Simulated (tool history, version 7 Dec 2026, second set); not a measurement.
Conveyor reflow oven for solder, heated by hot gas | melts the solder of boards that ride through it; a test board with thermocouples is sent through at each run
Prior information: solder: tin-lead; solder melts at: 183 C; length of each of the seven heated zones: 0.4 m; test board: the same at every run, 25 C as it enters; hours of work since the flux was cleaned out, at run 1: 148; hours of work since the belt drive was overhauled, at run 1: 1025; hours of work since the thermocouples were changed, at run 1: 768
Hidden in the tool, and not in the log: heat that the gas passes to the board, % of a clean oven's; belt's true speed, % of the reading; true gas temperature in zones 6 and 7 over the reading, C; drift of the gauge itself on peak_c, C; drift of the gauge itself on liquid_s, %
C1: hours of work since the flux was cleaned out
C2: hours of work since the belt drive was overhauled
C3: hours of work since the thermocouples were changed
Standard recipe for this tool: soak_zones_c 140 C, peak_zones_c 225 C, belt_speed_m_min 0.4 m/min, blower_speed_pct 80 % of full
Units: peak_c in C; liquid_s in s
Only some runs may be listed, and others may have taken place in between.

Run 1, day 0: usual settings; C1 148; C2 1025; C3 768. Result: peak_c 210.3 C, liquid_s 83.7 s.
Run 2, day 0.917: usual settings; C1 158; C2 1034; C3 777. Result: peak_c 210 C, liquid_s 83 s.
Run 3, day 2.358: usual settings but belt_speed_m_min 0.338 m/min; C1 172; C2 1049; C3 792. Result: peak_c 214.4 C, liquid_s 106 s.
Run 4, day 4.312: usual settings but belt_speed_m_min 0.338 m/min; C1 193; C2 1069; C3 812. Result: peak_c 213.7 C, liquid_s 105.5 s.
At day 4.6: belt drive overhauled, speed set with a stopwatch.
Run 5, day 5.829: usual settings; C1 206; C2 13; C3 826. Result: peak_c 209.4 C, liquid_s 82.5 s.
Run 6, day 6.696: usual settings; C1 215; C2 22; C3 835. Result: peak_c 209.8 C, liquid_s 81.9 s.
Run 7, day 8.479: usual settings; C1 234; C2 40; C3 853. Result: peak_c 209.4 C, liquid_s 82.2 s.
Run 8, day 9.392: usual settings; C1 243; C2 49; C3 862. Result: peak_c 209.2 C, liquid_s 82.1 s.
At day 10.192: belt drive overhauled, speed set with a stopwatch, once more.
Run 9, day 11.529: usual settings but soak_zones_c 136 C; C1 263; C2 14; C3 883. Result: peak_c 207.8 C, liquid_s 75.7 s.
Run 10, day 12.596: usual settings but belt_speed_m_min 0.323 m/min; C1 274; C2 25; C3 894. Result: peak_c 213.9 C, liquid_s 110.1 s.
Run 11, day 14.192: usual settings but belt_speed_m_min 0.394 m/min; C1 291; C2 41; C3 910. Result: peak_c 208.3 C, liquid_s 80.5 s.
Run 12, day 15.204: usual settings but belt_speed_m_min 0.394 m/min; C1 301; C2 51; C3 920. Result: peak_c 208.5 C, liquid_s 81.3 s.
Run 13, day 16.429: usual settings but belt_speed_m_min 0.394 m/min; C1 314; C2 64; C3 933. Result: peak_c 208.7 C, liquid_s 81.6 s.
Run 14, day 17.7: usual settings; C1 327; C2 77; C3 946. Result: peak_c 208.4 C, liquid_s 78.9 s.
Run 15, day 18.733: usual settings; C1 337; C2 88; C3 957. Result: peak_c 208.3 C, liquid_s 79.7 s.
Run 16, day 19.771: usual settings; C1 348; C2 98; C3 967. Result: peak_c 208 C, liquid_s 79.2 s.
Run 17, day 21.179: usual settings but peak_zones_c 232 C, belt_speed_m_min 0.46 m/min; C1 362; C2 113; C3 982. Result: peak_c 209.9 C, liquid_s 67.7 s.
Run 18, day 22.742: usual settings but soak_zones_c 133 C, peak_zones_c 233 C, belt_speed_m_min 0.406 m/min, blower_speed_pct 69 % of full; C1 378; C2 129; C3 998. Result: peak_c 210.3 C, liquid_s 75.1 s.
At day 23.512: flux residue cleaned out of gas plates and filters.
Run 19, day 23.921: usual settings but soak_zones_c 133 C, peak_zones_c 233 C, belt_speed_m_min 0.406 m/min, blower_speed_pct 69 % of full; C1 4; C2 139; C3 1008. Result: peak_c 212.8 C, liquid_s 79.4 s.
Run 20, day 25.108: usual settings but soak_zones_c 133 C, peak_zones_c 233 C, belt_speed_m_min 0.406 m/min, blower_speed_pct 69 % of full; C1 16; C2 151; C3 1020. Result: peak_c 212.2 C, liquid_s 79.2 s.
Run 21, day 26.3: usual settings but soak_zones_c 134 C, peak_zones_c 231 C, belt_speed_m_min 0.393 m/min; C1 29; C2 163; C3 1032. Result: peak_c 214.5 C, liquid_s 85.4 s.
Run 22, day 27.829: usual settings but peak_zones_c 237 C, belt_speed_m_min 0.34 m/min; C1 44; C2 179; C3 1048. Result: peak_c 224.6 C, liquid_s 116.7 s.
Run 23, day 29.842: usual settings but soak_zones_c 129 C, peak_zones_c 237 C, belt_speed_m_min 0.432 m/min, blower_speed_pct 69 % of full; C1 65; C2 200; C3 1068. Result: peak_c 213.1 C, liquid_s 73.3 s.
Run 24, day 31.583: usual settings but soak_zones_c 142 C, peak_zones_c 237 C, belt_speed_m_min 0.432 m/min, blower_speed_pct 69 % of full; C1 83; C2 218; C3 1086. Result: peak_c 215.8 C, liquid_s 82 s.
Run 25, day 32.454: usual settings but soak_zones_c 154 C, belt_speed_m_min 0.436 m/min, blower_speed_pct 51 % of full; C1 92; C2 226; C3 1095. Result: peak_c 202.9 C, liquid_s 67.4 s.
Run 26, day 33.504: usual settings but soak_zones_c 154 C, belt_speed_m_min 0.436 m/min, blower_speed_pct 51 % of full; C1 103; C2 237; C3 1106. Result: peak_c 202.9 C, liquid_s 67.4 s.
Run 27, day 34.596: usual settings but soak_zones_c 154 C, belt_speed_m_min 0.436 m/min, blower_speed_pct 51 % of full; C1 114; C2 248; C3 1117. Result: peak_c 202.1 C, liquid_s 67 s.
Run 28, day 36.321: usual settings but soak_zones_c 154 C, belt_speed_m_min 0.436 m/min, blower_speed_pct 51 % of full; C1 132; C2 266; C3 1135. Result: peak_c 202.3 C, liquid_s 66.8 s.
Run 29, day 37.254: usual settings but soak_zones_c 132 C, peak_zones_c 221 C, belt_speed_m_min 0.467 m/min, blower_speed_pct 51 % of full; C1 141; C2 276; C3 1145. Result: peak_c 190.9 C, liquid_s 25.1 s.
Run 30, day 38.817: usual settings but peak_zones_c 220 C; C1 157; C2 292; C3 1161. Result: peak_c 204.6 C, liquid_s 73 s.

Run 31 comes next. What will it give?
Run 31, day 40.721: usual settings but blower_speed_pct 58 % of full; C1 177; C2 311; C3 1180. Result: peak_c ?, liquid_s ?.

{"run 31": {"peak_c": 203.7, "liquid_s": 68}}
Take away the tool's hidden state, keep the run-to-run variation as it was, and the same run would have given peak_c 206.6 C, liquid_s 73.5 s.
